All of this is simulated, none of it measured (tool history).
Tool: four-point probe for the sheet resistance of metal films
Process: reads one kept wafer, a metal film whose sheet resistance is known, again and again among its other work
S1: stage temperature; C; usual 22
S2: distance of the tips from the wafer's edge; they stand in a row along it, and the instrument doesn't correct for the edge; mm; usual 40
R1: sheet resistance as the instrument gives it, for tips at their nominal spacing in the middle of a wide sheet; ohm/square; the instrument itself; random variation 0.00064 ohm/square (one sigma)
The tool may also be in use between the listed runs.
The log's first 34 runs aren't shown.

run 35 hour=381.6 | S1=22 S2=7 | R1=3.23843
run 36 hour=389 | S1=30 S2=70 | R1=3.192571
run 37 hour=397.7 | S1=30 S2=70 | R1=3.192553
run 38 hour=409.7 | S1=31 S2=18 | R1=3.195197
run 39 hour=422.3 | S1=32 S2=15 | R1=3.197037
run 40 hour=428.9 | S1=32 S2=15 | R1=3.196374
run 41 hour=436.4 | S1=32 S2=15 | R1=3.195839
run 42 hour=448.3 | S1=23 S2=7 | R1=3.236644
run 43 hour=460.6 | S1=20 S2=18 | R1=3.212475
run 44 hour=473.8 | S1=20 S2=18 | R1=3.212666
run 45 hour=484.8 | S1=20 S2=44 | R1=3.207826

4 ways to go on from here, each from the tool as it stands after run 45. What would each give?
run A hour=496.9 | S1=27 S2=40 | R1=?
run B hour=496.9 | S1=22 S2=13 | R1=?
run C hour=496.9 | S1=30 S2=29 | R1=?
run D hour=496.9 | S1=20 S2=4 | R1=?

run=A R1=3.196133
run=B R1=3.21543
run=C R1=3.19301
run=D R1=3.312271
Without the tool's hidden state the same runs would have given:
run=A R1=3.196064
run=B R1=3.215359
run=C R1=3.192941
run=D R1=3.312198
